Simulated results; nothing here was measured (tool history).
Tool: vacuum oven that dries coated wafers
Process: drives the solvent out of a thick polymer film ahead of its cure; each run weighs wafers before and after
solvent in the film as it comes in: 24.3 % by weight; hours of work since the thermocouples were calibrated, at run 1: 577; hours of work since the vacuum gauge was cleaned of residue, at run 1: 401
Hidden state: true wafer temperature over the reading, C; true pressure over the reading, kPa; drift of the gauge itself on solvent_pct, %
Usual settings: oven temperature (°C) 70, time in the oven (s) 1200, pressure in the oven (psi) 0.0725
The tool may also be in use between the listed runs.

run   hour  oven temperature (°C)  time in the oven (s)  pressure in the oven (psi)  hours of work since the thermocouples were calibrated  hours of work since the vacuum gauge was cleaned of residue  solvent left in the film (%)
  1      0                     70                  1200                      0.0725                                                    577                                                          401                          2.65
  2   20.3                     65                  1200                      0.0725                                                    586                                                          410                          4.99
  3   36.3                     65                  1200                      0.1491                                                    594                                                          417                          5.43
  4   65.2                     70                  1200                      0.0725                                                    606                                                          430                          2.61
  5   95.7                     70                  1440                      0.0725                                                    620                                                          443                           1.8
  6  110.8                     70                  1440                      0.0725                                                    627                                                          450                          1.93
  7  130.7                     70                  1440                      0.0725                                                    636                                                          459                           2.1
  8  158.4                     70                  1440                      0.0725                                                    648                                                          471                          1.88
  9  187.1                     70                  1200                      0.0725                                                    661                                                          484                          2.78
 10  214.4                     70                  1200                      0.0725                                                    673                                                          496                          2.73
 11  236.4                     70                  1200                      0.0725                                                    683                                                          506                           2.7
 12  261.3                     70                  1200                      0.0725                                                    694                                                          517                          2.79
 13  278.6                     70                  1200                      0.0725                                                    702                                                          525                          2.72
 14  308.8                     70                  1200                      0.0725                                                    715                                                          539                           2.7
 15  332.2                     70                  1200                      0.0725                                                    726                                                          549                          2.74
 16  351.1                     75                  1560                      0.2113                                                    734                                                          558                          1.51
 17  365.4                     75                  1560                      0.2113                                                    741                                                          564                          1.62
 18  379.9                     75                  1560                      0.2113                                                    747                                                          570                          1.46
 19  408.3                     75                  1020                      0.0782                                                    760                                                          583                          1.82
 20  429.5                     70                  1440                      0.0725                                                    769                                                          593                          1.96
 21  458.6                     70                  2100                      0.0634                                                    782                                                          606                          0.96
 22  475.4                     65                  1500                      0.0558                                                    790                                                          613                          3.72
 23  497.1                     70                  1320                      0.0725                                                    800                                                          623                          2.37
 24  527.4                     70                  1320                      0.0725                                                    813                                                          636                          2.28
 25  547.3                     70                  1320                      0.0725                                                    822                                                          645                          2.33
 26  576.5                     70                  1320                      0.0725                                                    835                                                          658                          2.38
 27  591.3                     78                  1140                      0.0937                                                    842                                                          665                          1.08

Forecast each of these 4 alternatives for the next run:
  A  615.4                     61                  1740                      0.0397                                                    852                                                          676                             ?
  B  615.4                     71                   720                      0.0454                                                    852                                                          676                             ?
  C  615.4                     57                  1080                      0.0397                                                    852                                                          676                             ?
  D  615.4                     61                   720                      0.0367                                                    852                                                          676                             ?

run  solvent left in the film (%)
  A                          4.85
  B                           5.3
  C                         10.34
  D                         10.89
Without the tool's hidden state the same runs would have given:
run  solvent left in the film (%)
  A                          4.42
  B                          4.98
  C                          9.95
  D                         10.55
